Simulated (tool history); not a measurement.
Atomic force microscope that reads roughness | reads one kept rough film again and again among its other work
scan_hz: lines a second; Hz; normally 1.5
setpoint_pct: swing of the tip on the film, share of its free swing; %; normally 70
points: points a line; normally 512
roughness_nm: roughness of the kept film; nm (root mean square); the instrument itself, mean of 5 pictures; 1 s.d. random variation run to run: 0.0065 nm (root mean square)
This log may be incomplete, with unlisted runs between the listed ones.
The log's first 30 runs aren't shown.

run,day,scan_hz,setpoint_pct,points,pictures with this tip,hours of work since the height scale was calibrated,roughness_nm
# day 77.175: new tip fitted
31,78.7,0.96,58,552,67,1507,1.312
# day 78.967: new tip fitted
# day 80.692: new tip fitted
32,81.704,0.57,76,761,45,1552,1.293
# day 82.329: new tip fitted
# day 83.967: new tip fitted
33,84.021,0.57,76,761,3,1587,1.342
# day 85.575: new tip fitted
34,86.342,0.57,76,761,34,1621,1.313
# day 87.312: new tip fitted
# day 89.067: new tip fitted
35,89.704,2.39,59,373,28,1672,1.285
# day 90.867: new tip fitted
36,91.979,0.99,75,273,49,1706,1.245
# day 92.508: new tip fitted
# day 94.15: new tip fitted
37,95.342,0.99,75,273,53,1756,1.26
# day 95.858: new tip fitted
# day 97.483: new tip fitted
38,98.808,0.99,75,273,59,1808,1.241

Here are 4 independent what-if runs from the current tool condition. What would each one return?
# day 99.071: new tip fitted
# day 100.692: new tip fitted
# day 102.271: new tip fitted
A,102.338,0.99,59,773,3,1860,?
# day 99.071: new tip fitted
# day 100.692: new tip fitted
# day 102.271: new tip fitted
B,102.338,3.64,70,845,3,1860,?
# day 99.071: new tip fitted
# day 100.692: new tip fitted
# day 102.271: new tip fitted
C,102.338,0.64,57,325,3,1860,?
# day 99.071: new tip fitted
# day 100.692: new tip fitted
# day 102.271: new tip fitted
D,102.338,1.88,87,271,3,1860,?

run,roughness_nm
A,1.361
B,1.165
C,1.368
D,1.11
Stripped of hidden state, with their random variation kept, the same runs would have yielded:
run,roughness_nm
A,1.339
B,1.146
C,1.346
D,1.092
